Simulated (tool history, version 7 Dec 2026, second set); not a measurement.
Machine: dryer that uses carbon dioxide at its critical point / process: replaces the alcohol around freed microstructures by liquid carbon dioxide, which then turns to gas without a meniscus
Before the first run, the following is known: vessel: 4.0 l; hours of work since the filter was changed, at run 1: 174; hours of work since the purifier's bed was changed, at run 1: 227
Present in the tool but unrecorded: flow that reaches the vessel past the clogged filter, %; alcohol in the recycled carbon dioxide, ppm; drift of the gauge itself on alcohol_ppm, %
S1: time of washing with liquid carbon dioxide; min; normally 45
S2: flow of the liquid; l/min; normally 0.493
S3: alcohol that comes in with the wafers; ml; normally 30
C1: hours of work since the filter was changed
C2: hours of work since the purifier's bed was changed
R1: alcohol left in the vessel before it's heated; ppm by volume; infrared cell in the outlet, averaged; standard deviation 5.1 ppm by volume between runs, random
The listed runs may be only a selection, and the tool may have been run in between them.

| run | hour | S1 | S2 | S3 | C1 | C2 | R1 |
|---|---|---|---|---|---|---|---|
| 1 | 0 | 45 | 0.493 | 30 | 174 | 227 | 99 |
| 2 | 17 | 45 | 0.493 | 30 | 179 | 233 | 89 |
| 3 | 43.2 | 45 | 0.493 | 30 | 188 | 242 | 104 |
| 4 | 56.4 | 45 | 0.493 | 30 | 193 | 246 | 95 |
| 5 | 84 | 45 | 0.493 | 92 | 202 | 255 | 259 |
| 6 | 109.8 | 45 | 0.493 | 92 | 210 | 264 | 259 |
| 7 | 128.8 | 45 | 0.493 | 92 | 217 | 270 | 260 |
| 8 | 141.3 | 45 | 0.593 | 30 | 221 | 274 | 54 |
| 9 | 160 | 45 | 0.593 | 30 | 227 | 281 | 56 |
| 10 | 177.5 | 45 | 0.593 | 30 | 233 | 287 | 52 |
| 11 | 196.3 | 45 | 0.493 | 57 | 239 | 293 | 166 |
| 12 | 218.3 | 45 | 0.493 | 94 | 247 | 300 | 271 |
| 13 | 240.8 | 45 | 0.493 | 94 | 254 | 308 | 287 |
| 14 | 267.8 | 45 | 0.315 | 30 | 263 | 317 | 412 |
| 15 | 291.7 | 45 | 0.315 | 30 | 271 | 325 | 411 |
| 16 | 303.4 | 45 | 0.315 | 30 | 275 | 329 | 422 |
| 17 | 316 | 45 | 0.315 | 25 | 279 | 333 | 361 |
| 18 | 334.5 | 45 | 0.315 | 25 | 286 | 339 | 353 |
| 19 | 355.1 | 64 | 0.493 | 30 | 292 | 346 | 41 |
| 20 | 375.6 | 57 | 0.529 | 41 | 299 | 353 | 58 |
| 21 | 399.2 | 40 | 0.818 | 48 | 307 | 361 | 50 |
| 22 | 419.4 | 63 | 0.571 | 26 | 314 | 367 | 40 |
| 23 | 430.7 | 63 | 0.571 | 26 | 318 | 371 | 34 |
| 24 | 446.8 | 48 | 0.418 | 25 | 323 | 377 | 147 |
| 25 | 469.1 | 48 | 0.418 | 25 | 331 | 384 | 146 |
| 26 | 481.1 | 48 | 0.418 | 86 | 335 | 388 | 403 |
| 27 | 506.3 | 48 | 0.418 | 86 | 343 | 397 | 397 |
| 28 | 520.6 | 48 | 0.418 | 86 | 348 | 401 | 410 |
| 29 | 541.5 | 48 | 0.418 | 86 | 355 | 408 | 414 |
| 30 | 559 | 34 | 0.418 | 91 | 361 | 414 | 1337 |
| 31 | 584.4 | 34 | 0.418 | 91 | 369 | 423 | 1347 |
| 32 | 604.5 | 34 | 0.418 | 91 | 376 | 429 | 1364 |
| 33 | 630.6 | 34 | 0.418 | 91 | 385 | 438 | 1378 |
| 34 | 648.5 | 60 | 0.589 | 50 | 391 | 444 | 47 |
| 35 | 674.3 | 60 | 0.589 | 50 | 399 | 453 | 49 |

Predict each of these 5 candidate next runs independently; none follows another, all start after run 35:
| A | 696.4 | 60 | 0.363 | 73 | 407 | 460 | ? |
| B | 696.4 | 60 | 0.306 | 29 | 407 | 460 | ? |
| C | 696.4 | 60 | 0.387 | 115 | 407 | 460 | ? |
| D | 696.4 | 45 | 0.493 | 99 | 407 | 460 | ? |
| E | 696.4 | 60 | 0.594 | 21 | 407 | 460 | ? |

| run | R1 |
|---|---|
| A | 278 |
| B | 225 |
| C | 323 |
| D | 348 |
| E | 43 |
Without the tool's unlogged condition, the same runs would have read:
| run | R1 |
|---|---|
| A | 161 |
| B | 134 |
| C | 182 |
| D | 206 |
| E | 7 |
